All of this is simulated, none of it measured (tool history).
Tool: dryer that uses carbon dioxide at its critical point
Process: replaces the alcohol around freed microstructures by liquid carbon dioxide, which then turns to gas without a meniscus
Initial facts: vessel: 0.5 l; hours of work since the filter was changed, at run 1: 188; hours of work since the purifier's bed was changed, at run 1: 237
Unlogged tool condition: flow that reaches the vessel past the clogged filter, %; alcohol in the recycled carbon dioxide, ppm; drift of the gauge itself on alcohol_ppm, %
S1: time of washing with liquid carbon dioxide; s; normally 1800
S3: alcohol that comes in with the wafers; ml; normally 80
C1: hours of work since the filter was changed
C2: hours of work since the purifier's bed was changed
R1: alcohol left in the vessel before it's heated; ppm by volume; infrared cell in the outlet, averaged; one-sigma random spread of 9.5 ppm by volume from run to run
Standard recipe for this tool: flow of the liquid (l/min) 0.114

run 1 day=0 | S1=1800 flow_of_the_liquid_(l/min)=0.114 S3=80 | C1=188 C2=237 | R1=837
run 2 day=1.492 | S1=1800 flow_of_the_liquid_(l/min)=0.114 S3=80 | C1=209 C2=259 | R1=888
run 3 day=2.388 | S1=1800 flow_of_the_liquid_(l/min)=0.114 S3=80 | C1=223 C2=272 | R1=868
run 4 day=3.446 | S1=1800 flow_of_the_liquid_(l/min)=0.114 S3=80 | C1=238 C2=288 | R1=900
run 5 day=5.021 | S1=1800 flow_of_the_liquid_(l/min)=0.114 S3=80 | C1=261 C2=311 | R1=947
run 6 day=6.417 | S1=1800 flow_of_the_liquid_(l/min)=0.114 S3=80 | C1=282 C2=332 | R1=991
run 7 day=7.188 | S1=1800 flow_of_the_liquid_(l/min)=0.114 S3=80 | C1=293 C2=343 | R1=1055
run 8 day=7.883 | S1=1800 flow_of_the_liquid_(l/min)=0.114 S3=80 | C1=303 C2=353 | R1=1019
-- day=8.017 inlet filter changed
run 9 day=9.058 | S1=1800 flow_of_the_liquid_(l/min)=0.114 S3=80 | C1=15 C2=370 | R1=631
run 10 day=10.2 | S1=1800 flow_of_the_liquid_(l/min)=0.114 S3=80 | C1=32 C2=387 | R1=643
run 11 day=10.954 | S1=1740 flow_of_the_liquid_(l/min)=0.114 S3=80 | C1=43 C2=398 | R1=763
run 12 day=12.3 | S1=1740 flow_of_the_liquid_(l/min)=0.092 S3=80 | C1=63 C2=417 | R1=2245
run 13 day=13.188 | S1=1740 flow_of_the_liquid_(l/min)=0.092 S3=80 | C1=76 C2=430 | R1=2263
run 14 day=14.638 | S1=1740 flow_of_the_liquid_(l/min)=0.092 S3=80 | C1=97 C2=452 | R1=2357
run 15 day=15.725 | S1=1740 flow_of_the_liquid_(l/min)=0.092 S3=80 | C1=113 C2=468 | R1=2420
run 16 day=17.271 | S1=1740 flow_of_the_liquid_(l/min)=0.092 S3=80 | C1=136 C2=490 | R1=2415
run 17 day=18.079 | S1=1740 flow_of_the_liquid_(l/min)=0.092 S3=80 | C1=148 C2=502 | R1=2512
run 18 day=19.104 | S1=1740 flow_of_the_liquid_(l/min)=0.092 S3=80 | C1=163 C2=517 | R1=2565
run 19 day=20.633 | S1=1800 flow_of_the_liquid_(l/min)=0.114 S3=80 | C1=185 C2=540 | R1=851
run 20 day=21.929 | S1=1800 flow_of_the_liquid_(l/min)=0.114 S3=104 | C1=204 C2=559 | R1=1137
run 21 day=23.246 | S1=1800 flow_of_the_liquid_(l/min)=0.114 S3=104 | C1=224 C2=578 | R1=1176
run 22 day=24.571 | S1=1800 flow_of_the_liquid_(l/min)=0.114 S3=80 | C1=243 C2=598 | R1=933
run 23 day=25.967 | S1=2220 flow_of_the_liquid_(l/min)=0.071 S3=115 | C1=264 C2=618 | R1=4702
run 24 day=26.838 | S1=2220 flow_of_the_liquid_(l/min)=0.071 S3=26 | C1=277 C2=631 | R1=1194
run 25 day=28.225 | S1=2220 flow_of_the_liquid_(l/min)=0.071 S3=26 | C1=297 C2=651 | R1=1234
-- day=28.846 inlet filter changed
run 26 day=29.571 | S1=2820 flow_of_the_liquid_(l/min)=0.114 S3=23 | C1=11 C2=670 | R1=107
run 27 day=31.204 | S1=1140 flow_of_the_liquid_(l/min)=0.089 S3=80 | C1=35 C2=694 | R1=10091
run 28 day=32.242 | S1=1140 flow_of_the_liquid_(l/min)=0.089 S3=80 | C1=50 C2=710 | R1=10518
run 29 day=33.083 | S1=2820 flow_of_the_liquid_(l/min)=0.089 S3=25 | C1=62 C2=722 | R1=165
run 30 day=34.238 | S1=2820 flow_of_the_liquid_(l/min)=0.089 S3=25 | C1=79 C2=739 | R1=171
run 31 day=35.438 | S1=2100 flow_of_the_liquid_(l/min)=0.073 S3=80 | C1=97 C2=757 | R1=2950
run 32 day=36.183 | S1=2100 flow_of_the_liquid_(l/min)=0.073 S3=80 | C1=108 C2=768 | R1=2987
run 33 day=37.242 | S1=2460 flow_of_the_liquid_(l/min)=0.147 S3=46 | C1=123 C2=783 | R1=125
run 34 day=38.804 | S1=2460 flow_of_the_liquid_(l/min)=0.147 S3=46 | C1=146 C2=806 | R1=140
run 35 day=39.808 | S1=2460 flow_of_the_liquid_(l/min)=0.147 S3=46 | C1=161 C2=821 | R1=132
run 36 day=40.592 | S1=2460 flow_of_the_liquid_(l/min)=0.147 S3=46 | C1=173 C2=832 | R1=133
run 37 day=42.138 | S1=2460 flow_of_the_liquid_(l/min)=0.102 S3=46 | C1=195 C2=855 | R1=278
run 38 day=43.225 | S1=2460 flow_of_the_liquid_(l/min)=0.102 S3=46 | C1=211 C2=871 | R1=291
run 39 day=44.554 | S1=1800 flow_of_the_liquid_(l/min)=0.097 S3=46 | C1=231 C2=891 | R1=1208
run 40 day=45.429 | S1=1920 flow_of_the_liquid_(l/min)=0.119 S3=46 | C1=244 C2=903 | R1=404
-- day=45.775 purifier's bed changed
run 41 day=46.371 | S1=1800 flow_of_the_liquid_(l/min)=0.091 S3=80 | C1=256 C2=9 | R1=2581
run 42 day=47.325 | S1=1380 flow_of_the_liquid_(l/min)=0.073 S3=80 | C1=270 C2=23 | R1=13238
run 43 day=48.929 | S1=1380 flow_of_the_liquid_(l/min)=0.073 S3=66 | C1=293 C2=46 | R1=11088

3 options for the next run, each taken on its own from the tool as it stands now. Forecast them:
-- day=49.804 inlet filter changed
run A day=49.854 | S1=2040 flow_of_the_liquid_(l/min)=0.078 S3=54 | C1=1 C2=59 | R1=?
-- day=49.804 inlet filter changed
run B day=49.854 | S1=2460 flow_of_the_liquid_(l/min)=0.073 S3=50 | C1=1 C2=59 | R1=?
-- day=49.804 inlet filter changed
run C day=49.854 | S1=1380 flow_of_the_liquid_(l/min)=0.073 S3=56 | C1=1 C2=59 | R1=?

run=A R1=1402
run=B R1=780
run=C R1=7057
Without the tool's unlogged condition, the same runs would have read:
run=A R1=1385
run=B R1=766
run=C R1=7021
